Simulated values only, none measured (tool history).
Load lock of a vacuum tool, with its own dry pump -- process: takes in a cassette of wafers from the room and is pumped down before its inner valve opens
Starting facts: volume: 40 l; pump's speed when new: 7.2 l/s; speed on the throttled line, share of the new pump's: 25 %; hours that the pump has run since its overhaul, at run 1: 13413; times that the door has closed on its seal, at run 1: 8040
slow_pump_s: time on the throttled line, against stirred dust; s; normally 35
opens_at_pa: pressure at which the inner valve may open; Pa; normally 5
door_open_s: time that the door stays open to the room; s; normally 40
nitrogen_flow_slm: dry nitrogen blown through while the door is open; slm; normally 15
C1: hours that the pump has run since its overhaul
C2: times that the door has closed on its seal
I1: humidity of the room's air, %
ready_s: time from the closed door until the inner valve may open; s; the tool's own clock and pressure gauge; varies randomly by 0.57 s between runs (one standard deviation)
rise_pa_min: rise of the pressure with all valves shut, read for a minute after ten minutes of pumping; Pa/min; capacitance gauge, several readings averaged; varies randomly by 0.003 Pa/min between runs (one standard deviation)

run 1 hour=0.0 | slow_pump_s=35 opens_at_pa=5 door_open_s=40 nitrogen_flow_slm=15 | C1=13413 C2=8040 | I1=45.1 | ready_s=86.1 rise_pa_min=0.030
run 2 hour=212.8 | slow_pump_s=35 opens_at_pa=5 door_open_s=40 nitrogen_flow_slm=15 | C1=13625 C2=8346 | I1=43.0 | ready_s=87.7 rise_pa_min=0.027
run 3 hour=379.1 | slow_pump_s=35 opens_at_pa=5 door_open_s=40 nitrogen_flow_slm=15 | C1=13792 C2=8586 | I1=44.3 | ready_s=86.9 rise_pa_min=0.029
run 4 hour=555.0 | slow_pump_s=35 opens_at_pa=5 door_open_s=40 nitrogen_flow_slm=15 | C1=13968 C2=8839 | I1=46.0 | ready_s=86.9 rise_pa_min=0.029
run 5 hour=766.7 | slow_pump_s=35 opens_at_pa=5 door_open_s=40 nitrogen_flow_slm=15 | C1=14179 C2=9144 | I1=45.7 | ready_s=86.8 rise_pa_min=0.032
run 6 hour=954.8 | slow_pump_s=35 opens_at_pa=5 door_open_s=55 nitrogen_flow_slm=15 | C1=14367 C2=9415 | I1=42.4 | ready_s=87.7 rise_pa_min=0.034
run 7 hour=1107.1 | slow_pump_s=35 opens_at_pa=5 door_open_s=55 nitrogen_flow_slm=15 | C1=14520 C2=9634 | I1=47.0 | ready_s=87.1 rise_pa_min=0.033
run 8 hour=1240.0 | slow_pump_s=35 opens_at_pa=8 door_open_s=40 nitrogen_flow_slm=15 | C1=14653 C2=9825 | I1=45.1 | ready_s=82.8 rise_pa_min=0.029
run 9 hour=1352.0 | slow_pump_s=35 opens_at_pa=8 door_open_s=40 nitrogen_flow_slm=15 | C1=14765 C2=9986 | I1=45.5 | ready_s=83.8 rise_pa_min=0.035
run 10 hour=1467.1 | slow_pump_s=35 opens_at_pa=8 door_open_s=40 nitrogen_flow_slm=15 | C1=14880 C2=10152 | I1=45.2 | ready_s=85.1 rise_pa_min=0.032
run 11 hour=1683.1 | slow_pump_s=35 opens_at_pa=5 door_open_s=40 nitrogen_flow_slm=15 | C1=15096 C2=10463 | I1=44.8 | ready_s=86.8 rise_pa_min=0.036
run 12 hour=1870.9 | slow_pump_s=35 opens_at_pa=5 door_open_s=40 nitrogen_flow_slm=15 | C1=15283 C2=10733 | I1=43.6 | ready_s=87.2 rise_pa_min=0.038
run 13 hour=2108.4 | slow_pump_s=35 opens_at_pa=5 door_open_s=40 nitrogen_flow_slm=15 | C1=15521 C2=11075 | I1=45.8 | ready_s=87.4 rise_pa_min=0.028
run 14 hour=2335.2 | slow_pump_s=35 opens_at_pa=5 door_open_s=40 nitrogen_flow_slm=15 | C1=15748 C2=11402 | I1=43.8 | ready_s=86.3 rise_pa_min=0.034
run 15 hour=2438.6 | slow_pump_s=35 opens_at_pa=5 door_open_s=40 nitrogen_flow_slm=15 | C1=15851 C2=11550 | I1=43.1 | ready_s=87.3 rise_pa_min=0.036
run 16 hour=2543.6 | slow_pump_s=35 opens_at_pa=5 door_open_s=40 nitrogen_flow_slm=15 | C1=15956 C2=11702 | I1=42.3 | ready_s=88.4 rise_pa_min=0.033
run 17 hour=2645.3 | slow_pump_s=35 opens_at_pa=5 door_open_s=40 nitrogen_flow_slm=15 | C1=16058 C2=11848 | I1=46.7 | ready_s=86.9 rise_pa_min=0.033
run 18 hour=2863.1 | slow_pump_s=35 opens_at_pa=5 door_open_s=40 nitrogen_flow_slm=15 | C1=16276 C2=12162 | I1=47.9 | ready_s=87.5 rise_pa_min=0.036
run 19 hour=2991.6 | slow_pump_s=35 opens_at_pa=5 door_open_s=40 nitrogen_flow_slm=15 | C1=16404 C2=12347 | I1=45.3 | ready_s=87.0 rise_pa_min=0.035
run 20 hour=3176.0 | slow_pump_s=35 opens_at_pa=5 door_open_s=40 nitrogen_flow_slm=15 | C1=16589 C2=12612 | I1=44.6 | ready_s=87.7 rise_pa_min=0.038
run 21 hour=3370.5 | slow_pump_s=35 opens_at_pa=5 door_open_s=35 nitrogen_flow_slm=6 | C1=16783 C2=12892 | I1=44.1 | ready_s=88.1 rise_pa_min=0.038
run 22 hour=3513.2 | slow_pump_s=35 opens_at_pa=5 door_open_s=48 nitrogen_flow_slm=22 | C1=16926 C2=13097 | I1=43.3 | ready_s=87.6 rise_pa_min=0.032
run 23 hour=3691.9 | slow_pump_s=35 opens_at_pa=5 door_open_s=40 nitrogen_flow_slm=30 | C1=17104 C2=13355 | I1=44.6 | ready_s=88.7 rise_pa_min=0.026
run 24 hour=3849.8 | slow_pump_s=35 opens_at_pa=6 door_open_s=40 nitrogen_flow_slm=8 | C1=17262 C2=13582 | I1=44.8 | ready_s=87.2 rise_pa_min=0.039
run 25 hour=4027.6 | slow_pump_s=35 opens_at_pa=6 door_open_s=40 nitrogen_flow_slm=8 | C1=17440 C2=13838 | I1=46.6 | ready_s=86.9 rise_pa_min=0.041
run 26 hour=4267.5 | slow_pump_s=30 opens_at_pa=6 door_open_s=40 nitrogen_flow_slm=17 | C1=17680 C2=14183 | I1=46.0 | ready_s=83.4 rise_pa_min=0.033
run 27 hour=4459.8 | slow_pump_s=29 opens_at_pa=5 door_open_s=181 nitrogen_flow_slm=15 | C1=17872 C2=14460 | I1=42.1 | ready_s=83.4 rise_pa_min=0.045
run 28 hour=4705.3 | slow_pump_s=35 opens_at_pa=5 door_open_s=40 nitrogen_flow_slm=15 | C1=18118 C2=14813 | I1=42.2 | ready_s=87.5 rise_pa_min=0.024
run 29 hour=4823.4 | slow_pump_s=35 opens_at_pa=7 door_open_s=34 nitrogen_flow_slm=15 | C1=18236 C2=14983 | I1=44.1 | ready_s=86.6 rise_pa_min=0.033
run 30 hour=5021.7 | slow_pump_s=34 opens_at_pa=5 door_open_s=40 nitrogen_flow_slm=15 | C1=18434 C2=15269 | I1=45.4 | ready_s=88.7 rise_pa_min=0.038
run 31 hour=5124.0 | slow_pump_s=35 opens_at_pa=5 door_open_s=39 nitrogen_flow_slm=15 | C1=18537 C2=15416 | I1=44.0 | ready_s=88.9 rise_pa_min=0.036
run 32 hour=5248.7 | slow_pump_s=18 opens_at_pa=8 door_open_s=96 nitrogen_flow_slm=9 | C1=18661 C2=15596 | I1=50.3 | ready_s=74.2 rise_pa_min=0.056
run 33 hour=5396.2 | slow_pump_s=35 opens_at_pa=8 door_open_s=40 nitrogen_flow_slm=12 | C1=18809 C2=15808 | I1=41.2 | ready_s=85.4 rise_pa_min=0.036
run 34 hour=5500.6 | slow_pump_s=22 opens_at_pa=7 door_open_s=67 nitrogen_flow_slm=10 | C1=18913 C2=15958 | I1=40.1 | ready_s=77.9 rise_pa_min=0.040
run 35 hour=5616.6 | slow_pump_s=65 opens_at_pa=5 door_open_s=40 nitrogen_flow_slm=15 | C1=19029 C2=16125 | I1=48.1 | ready_s=109.8 rise_pa_min=0.043
run 36 hour=5761.5 | slow_pump_s=35 opens_at_pa=5 door_open_s=85 nitrogen_flow_slm=15 | C1=19174 C2=16334 | I1=50.4 | ready_s=88.6 rise_pa_min=0.051

Each row is a separate what-if for the run after 36, all from the same tool condition, not one after another. Results?
run A hour=5909.3 | slow_pump_s=61 opens_at_pa=5 door_open_s=174 nitrogen_flow_slm=15 | C1=19322 C2=16546 | I1=43.3 | ready_s=? rise_pa_min=?
run B hour=5909.3 | slow_pump_s=35 opens_at_pa=5 door_open_s=40 nitrogen_flow_slm=11 | C1=19322 C2=16546 | I1=45.2 | ready_s=? rise_pa_min=?
run C hour=5909.3 | slow_pump_s=66 opens_at_pa=5 door_open_s=166 nitrogen_flow_slm=15 | C1=19322 C2=16546 | I1=50.4 | ready_s=? rise_pa_min=?
run D hour=5909.3 | slow_pump_s=29 opens_at_pa=9 door_open_s=78 nitrogen_flow_slm=15 | C1=19322 C2=16546 | I1=43.0 | ready_s=? rise_pa_min=?

run=A ready_s=106.8 rise_pa_min=0.048
run=B ready_s=89.1 rise_pa_min=0.043
run=C ready_s=110.0 rise_pa_min=0.058
run=D ready_s=80.5 rise_pa_min=0.042
With no hidden state in the tool, these same runs would have given:
run=A ready_s=100.5 rise_pa_min=0.033
run=B ready_s=81.6 rise_pa_min=0.028
run=C ready_s=103.9 rise_pa_min=0.043
run=D ready_s=73.4 rise_pa_min=0.027
